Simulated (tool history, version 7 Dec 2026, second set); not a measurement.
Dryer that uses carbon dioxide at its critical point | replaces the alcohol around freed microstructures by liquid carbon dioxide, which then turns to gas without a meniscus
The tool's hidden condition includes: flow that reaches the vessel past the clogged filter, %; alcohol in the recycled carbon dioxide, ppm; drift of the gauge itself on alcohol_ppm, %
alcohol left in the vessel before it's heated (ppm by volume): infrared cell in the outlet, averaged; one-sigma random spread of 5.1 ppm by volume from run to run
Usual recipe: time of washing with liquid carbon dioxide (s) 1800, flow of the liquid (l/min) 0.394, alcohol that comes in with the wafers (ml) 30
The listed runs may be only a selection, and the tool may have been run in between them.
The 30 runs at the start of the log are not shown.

run   hour  time of washing with liquid carbon dioxide (s)  flow of the liquid (l/min)  alcohol that comes in with the wafers (ml)  hours of work since the filter was changed  hours of work since the purifier's bed was changed  alcohol left in the vessel before it's heated (ppm by volume)
 31  361.5                                            1200                        0.55                                          54                                          85                                                 167                                                            151
 32  372.3                                            1800                       0.373                                          30                                          89                                                 171                                                             84
 33  382.2                                            1260                       0.243                                          41                                          92                                                 174                                                           1848
 34  392.6                                            2040                       0.387                                          40                                          95                                                 177                                                             56
 35  405.5                                            2220                       0.519                                          21                                          99                                                 181                                                             10
 36  412.7                                            2220                       0.519                                          21                                         101                                                 183                                                             19
 37  423.7                                            1200                       0.346                                          30                                         105                                                 187                                                            569
 38  436.8                                            1200                       0.346                                          30                                         109                                                 191                                                            566
 39  444.4                                            1260                       0.397                                          34                                         111                                                 193                                                            321
 40  450.8                                            2460                       0.286                                          34                                         113                                                 195                                                             87
 41    460                                            1140                       0.417                                          21                                         116                                                 198                                                            252
 42  473.7                                            1140                       0.417                                          21                                         120                                                 202                                                            263
 43  485.9                                            1320                       0.309                                          60                                         124                                                 206                                                           1175
 44    499                                            1320                       0.309                                          60                                         128                                                 210                                                           1228
 45  512.4                                            1320                       0.309                                          60                                         132                                                 214                                                           1229
 46  527.5                                            1800                       0.556                                          32                                         137                                                 219                                                             18

Consider 4 possible next runs. They are alternatives, not a sequence: every one starts from the tool as it was left by run 46. What does each give?
  A  537.1                                            1200                       0.394                                          30                                         140                                                 222                                                              ?
  B  537.1                                            2040                       0.394                                          30                                         140                                                 222                                                              ?
  C  537.1                                            2640                       0.394                                          30                                         140                                                 222                                                              ?
  D  537.1                                            1680                       0.606                                          30                                         140                                                 222                                                              ?

run  alcohol left in the vessel before it's heated (ppm by volume)
  A                                                            367
  B                                                             38
  C                                                             23
  D                                                             30
Take away the tool's hidden state, keep each run's random variation, and the runs would have read:
run  alcohol left in the vessel before it's heated (ppm by volume)
  A                                                            317
  B                                                             19
  C                                                              8
  D                                                             14
